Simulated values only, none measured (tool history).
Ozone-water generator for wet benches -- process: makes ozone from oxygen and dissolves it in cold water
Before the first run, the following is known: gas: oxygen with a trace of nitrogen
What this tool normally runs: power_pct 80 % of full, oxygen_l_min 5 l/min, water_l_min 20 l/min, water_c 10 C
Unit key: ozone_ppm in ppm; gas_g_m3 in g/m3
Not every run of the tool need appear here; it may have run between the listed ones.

run,hour,power_pct,oxygen_l_min,water_l_min,water_c,ozone_ppm,gas_g_m3
1,0,80,5,20,10,27.5,215.5
2,86.8,80,5,20,10,27.6,215.6
3,160.7,80,5,27,10,21.1,216
4,246.5,80,5,27,10,21.4,215.6
5,299.8,80,5,20,10,27.2,215
6,346.7,80,5,20,10,27.5,219.9
7,420.6,80,5,20,10,27.3,216.3
8,482.2,80,5,20,10,27.3,215.7
9,576.8,80,5,20,10,27.3,217.7
# hour 616.9: contactor cleaned
10,684.3,80,5,20,10,27.3,217.7
11,754.2,80,5,32,5,18.8,219.7
12,827.4,80,5,32,5,19.3,219.2
13,928.6,79,2.83,28,10,16.6,272.8
# hour 1022.8: gauge calibrated
14,1033.7,80,2.61,20,6,22.9,274.3
15,1092.2,100,4.68,20,10,30.9,253.2
16,1135.3,100,4.68,20,8,31.8,252.1
17,1228.1,70,2.83,20,10,21.6,246.5

Branching from run 17: 5 alternative next runs. What would each branch give?
A,1279.7,80,5,20,18,?,?
B,1279.7,47,5,18,8,?,?
C,1279.7,80,5,12,12,?,?
D,1279.7,70,2.83,17,7,?,?
E,1279.7,80,5,21,6,?,?

run,ozone_ppm,gas_g_m3
A,24.7,216.8
B,21.6,155.3
C,38.1,214.6
D,24.9,246.8
E,27.8,215.2
The same runs, with their run-to-run variation unchanged, on a tool lacking any hidden condition would have given:
run,ozone_ppm,gas_g_m3
A,24.7,215.4
B,21.6,154.2
C,38.2,213.1
D,24.9,245.2
E,27.8,213.8
